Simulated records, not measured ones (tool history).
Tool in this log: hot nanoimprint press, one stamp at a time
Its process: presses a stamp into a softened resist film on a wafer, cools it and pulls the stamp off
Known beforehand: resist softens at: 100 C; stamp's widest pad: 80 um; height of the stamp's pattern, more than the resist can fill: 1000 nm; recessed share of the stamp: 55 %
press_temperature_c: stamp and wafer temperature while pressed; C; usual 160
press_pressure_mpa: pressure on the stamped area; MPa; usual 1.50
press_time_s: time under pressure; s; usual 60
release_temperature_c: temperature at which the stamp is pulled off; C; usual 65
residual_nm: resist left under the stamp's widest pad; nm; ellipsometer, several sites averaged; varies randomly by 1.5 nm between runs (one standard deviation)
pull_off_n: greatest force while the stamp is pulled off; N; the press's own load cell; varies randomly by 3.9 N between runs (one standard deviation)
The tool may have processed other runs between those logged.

Run 1, day 0.000: usual settings. Result: residual_nm 233.9 nm, pull_off_n 216 N.
Run 2, day 2.829: usual settings. Result: residual_nm 234.8 nm, pull_off_n 227 N.
Run 3, day 5.696: usual settings. Result: residual_nm 236.9 nm, pull_off_n 233 N.
At day 6.721: stamp cleaned and given a new release coat.
Run 4, day 9.188: usual settings but release_temperature_c 57 C. Result: residual_nm 236.6 nm, pull_off_n 242 N.
At day 11.108: plate thermocouple calibrated.
Run 5, day 11.762: usual settings but press_temperature_c 157 C. Result: residual_nm 272.0 nm, pull_off_n 210 N.
Run 6, day 13.142: usual settings but press_temperature_c 157 C. Result: residual_nm 276.4 nm, pull_off_n 211 N.
At day 15.871: plate thermocouple calibrated, once more.
Run 7, day 15.871: usual settings but press_temperature_c 157 C, press_time_s 42 s. Result: residual_nm 306.3 nm, pull_off_n 214 N.
Run 8, day 18.271: usual settings but press_temperature_c 157 C, press_time_s 42 s. Result: residual_nm 305.0 nm, pull_off_n 232 N.
Run 9, day 19.717: usual settings but press_temperature_c 157 C, press_time_s 42 s. Result: residual_nm 310.2 nm, pull_off_n 243 N.
At day 20.275: stamp cleaned and given a new release coat.
Run 10, day 22.888: usual settings but press_temperature_c 157 C, press_time_s 42 s. Result: residual_nm 309.9 nm, pull_off_n 208 N.
Run 11, day 24.308: usual settings but press_temperature_c 157 C, press_time_s 42 s. Result: residual_nm 309.8 nm, pull_off_n 211 N.
Run 12, day 27.400: usual settings but press_pressure_mpa 1.12 MPa. Result: residual_nm 274.8 nm, pull_off_n 226 N.
Run 13, day 29.658: usual settings. Result: residual_nm 245.4 nm, pull_off_n 218 N.
Run 14, day 31.958: usual settings but release_temperature_c 64 C. Result: residual_nm 243.9 nm, pull_off_n 241 N.
At day 33.621: stamp cleaned and given a new release coat.
At day 33.883: plate thermocouple calibrated.
Run 15, day 33.933: usual settings but press_temperature_c 155 C, press_pressure_mpa 1.31 MPa, release_temperature_c 61 C. Result: residual_nm 313.0 nm, pull_off_n 212 N.
Run 16, day 36.554: usual settings but press_temperature_c 167 C, press_pressure_mpa 1.68 MPa, press_time_s 58 s, release_temperature_c 68 C. Result: residual_nm 167.6 nm, pull_off_n 187 N.
Run 17, day 38.475: usual settings but press_temperature_c 167 C, press_pressure_mpa 1.68 MPa, press_time_s 118 s, release_temperature_c 63 C. Result: residual_nm 125.8 nm, pull_off_n 217 N.
Run 18, day 41.633: usual settings but press_time_s 35 s. Result: residual_nm 289.2 nm, pull_off_n 224 N.
Run 19, day 44.342: usual settings but press_time_s 35 s. Result: residual_nm 295.4 nm, pull_off_n 236 N.
Run 20, day 46.346: usual settings but press_temperature_c 151 C, press_time_s 35 s, release_temperature_c 54 C. Result: residual_nm 397.4 nm, pull_off_n 306 N.
At day 47.271: stamp cleaned and given a new release coat.
Run 21, day 49.317: usual settings but press_temperature_c 172 C, press_pressure_mpa 1.30 MPa, press_time_s 35 s, release_temperature_c 54 C. Result: residual_nm 191.5 nm, pull_off_n 261 N.
At day 51.725: plate thermocouple calibrated.
Run 22, day 52.192: usual settings but press_temperature_c 172 C, press_pressure_mpa 1.30 MPa, press_time_s 35 s, release_temperature_c 54 C. Result: residual_nm 189.4 nm, pull_off_n 266 N.
Run 23, day 53.742: usual settings but press_temperature_c 172 C, press_pressure_mpa 1.30 MPa, press_time_s 52 s, release_temperature_c 72 C. Result: residual_nm 163.8 nm, pull_off_n 172 N.
At day 56.467: press's hydraulic seals changed and the load cell set to zero.
Run 24, day 57.179: usual settings but press_temperature_c 151 C, press_pressure_mpa 1.04 MPa, press_time_s 47 s, release_temperature_c 70 C. Result: residual_nm 403.2 nm, pull_off_n 198 N.
Run 25, day 58.554: usual settings but press_temperature_c 151 C, press_pressure_mpa 1.04 MPa, press_time_s 45 s, release_temperature_c 63 C. Result: residual_nm 407.3 nm, pull_off_n 235 N.
At day 61.117: stamp cleaned and given a new release coat.
Run 26, day 61.896: usual settings but press_temperature_c 151 C, press_pressure_mpa 1.04 MPa, press_time_s 45 s, release_temperature_c 63 C. Result: residual_nm 407.6 nm, pull_off_n 208 N.
Run 27, day 63.262: usual settings but press_pressure_mpa 1.96 MPa, press_time_s 84 s. Result: residual_nm 184.0 nm, pull_off_n 200 N.
Run 28, day 65.621: usual settings but press_temperature_c 168 C, press_time_s 94 s. Result: residual_nm 138.4 nm, pull_off_n 217 N.

Measured result minus the same run's result without the hidden state. Both carry the same run-to-run variation, though not necessarily the same gauge scatter:
Hidden conditions of the tool in this case: true temperature over the reading, C; pressure that arrives at the usual setting, %; grip of the stamp's worn release coat, % over a new coat's; drift of the gauge itself on residual_nm, %; drift of the gauge itself on pull_off_n, %.
run  residual_nm  pull_off_n
  1         +4.2         +26
  2         +5.3         +37
  3         +6.5         +49
  4         +7.8         +13
  5        +10.4         +21
  6        +11.2         +27
  7         +8.7         +35
  8         +9.7         +45
  9        +10.6         +53
 10        +11.8         +12
 11        +12.4         +19
 12        +11.6         +32
 13        +13.7         +39
 14        +14.5         +51
 15         +8.7          +2
 16         +8.1         +11
 17         +6.7         +21
 18        +12.6         +33
 19        +14.2         +45
 20        +13.0         +66
 21        +11.0         +14
 22         +8.4         +25
 23         +8.0         +21
 24         +4.1         +34
 25         +4.5         +46
 26         +5.5          +6
 27         +5.7         +11
 28         +4.5         +21
